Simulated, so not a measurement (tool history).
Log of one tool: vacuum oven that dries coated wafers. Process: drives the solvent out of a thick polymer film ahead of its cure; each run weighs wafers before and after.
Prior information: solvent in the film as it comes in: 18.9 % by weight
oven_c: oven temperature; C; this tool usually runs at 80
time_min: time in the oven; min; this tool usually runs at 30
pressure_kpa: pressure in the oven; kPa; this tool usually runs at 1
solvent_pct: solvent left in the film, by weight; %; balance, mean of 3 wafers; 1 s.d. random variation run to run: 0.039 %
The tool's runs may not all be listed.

run    hour  oven_c  time_min  pressure_kpa  solvent_pct
  1       0      80        30             1         4.29
  2      17      72        30             1         6.85
  3    31.6      80        30             1         4.22
  4    60.5      80        30             1         4.22
  5    76.7      80        30             1         4.25
  6    98.4      80        30             1         4.24
  7   131.3      80        30             1         4.24
  8   151.3      80        36             1         3.43
  9   170.2      80        36             1         3.44
 10   186.7      80        21             1         6.01
 11   208.9      80        21             1            6
 12   240.9      80        21             1         6.02
 13   263.1      80        19             1         6.64
 14   295.3      80        30             1         4.16
 15   318.7      80        30             1         4.14
 16   332.8      66        30             1         8.98
 17   361.9      80        30             1         4.14
 18   393.7      80        30             1         4.23
 19   407.3      72        30             1         6.84
 20   428.1      72        30             1         6.89
 21   445.8      72        30             1         6.73
 22   475.2      72        30             1         6.94
 23   493.5      71        44          3.27         7.26
 24   515.4      71        44          3.27         7.31
 25   549.2      76        16          3.69        10.04
 26   581.2      76        16          3.69        10.21
 27   605.8      66        30             1         8.58
 28   628.5      77        22          1.65         7.82
 29   659.3      75        15          2.62        11.01
 30   688.2      77        19          0.91         7.97
 31   703.9      66        30             1         9.41
 32   725.7      66        30             1         9.43
 33     749      91        34          0.82         1.53
 34   777.8      80        24             1          5.9
 35   808.8      80        24             1         5.88
 36   832.3      93        24          0.67          2.1
 37   855.7      93        31          0.53         1.24
 38   875.1      93        31          0.53         1.25
 39   903.7      93        31          0.53         1.23
 40   922.1      93        31          0.53         1.25
 41   948.6      80        51             1         2.51
 42   968.7      80        51             1         2.57
 43  1001.6      80        51             1         2.55
 44  1019.1      80        51             1         2.55

Missing from the log above: 2 entries noted between runs. For each, name the pair of listed runs it sits between and say how the tool's hidden condition differs from the listed run just before to the listed run just after:
After run 22, before run 23: oven's thermocouples calibrated (hour 479.7)
  true wafer temperature over the reading, C: 1.76 -> 2.77; true pressure over the reading, kPa: 0.203 -> 0.208
  difference, measured minus the result without the unlogged condition, solvent_pct: -0.43 -> -0.86 %
After run 27, before run 28: oven's thermocouples calibrated, once more (hour 612.7)
  true wafer temperature over the reading, C: 2.91 -> 0.11; true pressure over the reading, kPa: 0.24 -> 0.246
  difference, measured minus the result without the unlogged condition, solvent_pct: -0.74 -> +0.15 %
